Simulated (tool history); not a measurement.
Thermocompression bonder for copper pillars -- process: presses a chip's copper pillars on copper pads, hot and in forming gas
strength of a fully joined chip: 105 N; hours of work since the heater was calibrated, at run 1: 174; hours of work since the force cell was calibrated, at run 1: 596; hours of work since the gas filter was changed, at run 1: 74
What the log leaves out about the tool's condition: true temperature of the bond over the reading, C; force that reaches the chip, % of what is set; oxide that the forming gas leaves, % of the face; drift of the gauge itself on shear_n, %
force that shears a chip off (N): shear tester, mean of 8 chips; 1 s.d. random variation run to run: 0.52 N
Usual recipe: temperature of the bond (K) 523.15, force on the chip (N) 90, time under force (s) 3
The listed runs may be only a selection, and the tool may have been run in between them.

| run | hour | temperature of the bond (K) | force on the chip (N) | time under force (s) | hours of work since the heater was calibrated | hours of work since the force cell was calibrated | hours of work since the gas filter was changed | force that shears a chip off (N) |
|---|---|---|---|---|---|---|---|---|
| 1 | 0 | 523.15 | 90 | 3 | 174 | 596 | 74 | 56.4 |
| 2 | 9.5 | 528.15 | 90 | 3 | 178 | 601 | 79 | 59.4 |
| 3 | 13.8 | 513.15 | 90 | 3 | 181 | 604 | 81 | 50.7 |
| 4 | 21.6 | 513.15 | 90 | 3 | 185 | 608 | 86 | 50.7 |
| 5 | 31 | 517.15 | 90 | 3 | 190 | 613 | 90 | 53.8 |
| 6 | 35.2 | 517.15 | 90 | 3 | 192 | 615 | 93 | 54.1 |
| 7 | 44.5 | 512.15 | 90 | 3 | 197 | 620 | 98 | 50.9 |
| 8 | 53.8 | 512.15 | 90 | 3 | 202 | 624 | 102 | 50.2 |
| 9 | 62.3 | 523.15 | 90 | 3 | 206 | 629 | 107 | 56.4 |
| 10 | 68.8 | 523.15 | 90 | 3 | 209 | 632 | 110 | 57 |
| 11 | 73.4 | 523.15 | 90 | 3 | 212 | 635 | 113 | 56.5 |
| 12 | 80.9 | 523.15 | 90 | 3 | 216 | 639 | 116 | 56.4 |
| 13 | 87 | 509.15 | 90 | 3 | 219 | 642 | 120 | 48.7 |
| 14 | 91.7 | 523.15 | 90 | 3 | 221 | 644 | 122 | 56.4 |
| 15 | 99.4 | 523.15 | 57 | 3 | 225 | 648 | 126 | 46.8 |
| 16 | 107.2 | 523.15 | 57 | 3 | 229 | 652 | 130 | 45.8 |
| 17 | 112.1 | 523.15 | 57 | 3 | 232 | 655 | 133 | 46.1 |
| 18 | 119 | 523.15 | 57 | 3 | 236 | 658 | 136 | 45.5 |
| 19 | 127.2 | 523.15 | 83 | 3 | 240 | 663 | 141 | 54.7 |
| 20 | 136.4 | 523.15 | 83 | 3 | 245 | 668 | 145 | 53.8 |
| 21 | 144.8 | 523.15 | 100 | 3 | 249 | 672 | 150 | 58.7 |
| 22 | 150.3 | 501.15 | 122 | 3 | 252 | 675 | 153 | 50.3 |
| 23 | 159.7 | 501.15 | 122 | 3 | 257 | 680 | 158 | 50.7 |
| 24 | 167.1 | 506.15 | 105 | 2 | 261 | 684 | 161 | 43.8 |
| 25 | 172.1 | 523.15 | 92 | 3 | 263 | 686 | 164 | 57.1 |
| 26 | 181.9 | 523.15 | 74 | 3 | 268 | 691 | 169 | 51.6 |
| 27 | 191.6 | 550.15 | 99 | 4 | 273 | 696 | 174 | 78.1 |
| 28 | 199.7 | 528.15 | 58 | 2 | 278 | 701 | 178 | 41.8 |
| 29 | 207.1 | 535.15 | 90 | 2 | 281 | 704 | 182 | 56.7 |
| 30 | 211.6 | 530.15 | 107 | 5 | 284 | 707 | 185 | 74 |
| 31 | 221.4 | 521.15 | 90 | 4 | 289 | 712 | 190 | 61.6 |
| 32 | 225.6 | 521.15 | 90 | 4 | 291 | 714 | 192 | 61 |
| 33 | 230.1 | 509.15 | 70 | 2 | 293 | 716 | 194 | 36.9 |
| 34 | 236.9 | 509.15 | 63 | 6 | 297 | 720 | 198 | 52 |
| 35 | 243.9 | 536.15 | 105 | 8 | 301 | 724 | 201 | 84.1 |
| 36 | 251.4 | 523.15 | 123 | 3 | 305 | 727 | 205 | 64.1 |
| 37 | 255.7 | 523.15 | 123 | 3 | 307 | 730 | 208 | 63.4 |
| 38 | 263.1 | 511.15 | 99 | 4 | 311 | 734 | 211 | 56.8 |
| 39 | 268.4 | 508.15 | 90 | 6 | 313 | 736 | 214 | 60.5 |
| 40 | 276.3 | 548.15 | 90 | 2 | 318 | 740 | 218 | 61.8 |

For some of the steps in force that shears a chip off (N) from one run to the next: how much would appear even if the tool had no hidden state, given the settings, what came in and random variation, and how much remains for the hidden state plus any gauge scatter that the measured result and the result without hidden state don't share?
Run 26 -> 27: temperature of the bond (K) 523.15 -> 550.15, force on the chip (N) 74 -> 99, time under force (s) 3 -> 4. force that shears a chip off (N) +26.5: hidden state -0.5, all else +27.
Run 27 -> 28: temperature of the bond (K) 550.15 -> 528.15, force on the chip (N) 99 -> 58, time under force (s) 4 -> 2. force that shears a chip off (N) -36.3: hidden state +0.4, all else -36.7.
Run 34 -> 35: temperature of the bond (K) 509.15 -> 536.15, force on the chip (N) 63 -> 105, time under force (s) 6 -> 8. force that shears a chip off (N) +32.1: hidden state -0.6, all else +32.7.

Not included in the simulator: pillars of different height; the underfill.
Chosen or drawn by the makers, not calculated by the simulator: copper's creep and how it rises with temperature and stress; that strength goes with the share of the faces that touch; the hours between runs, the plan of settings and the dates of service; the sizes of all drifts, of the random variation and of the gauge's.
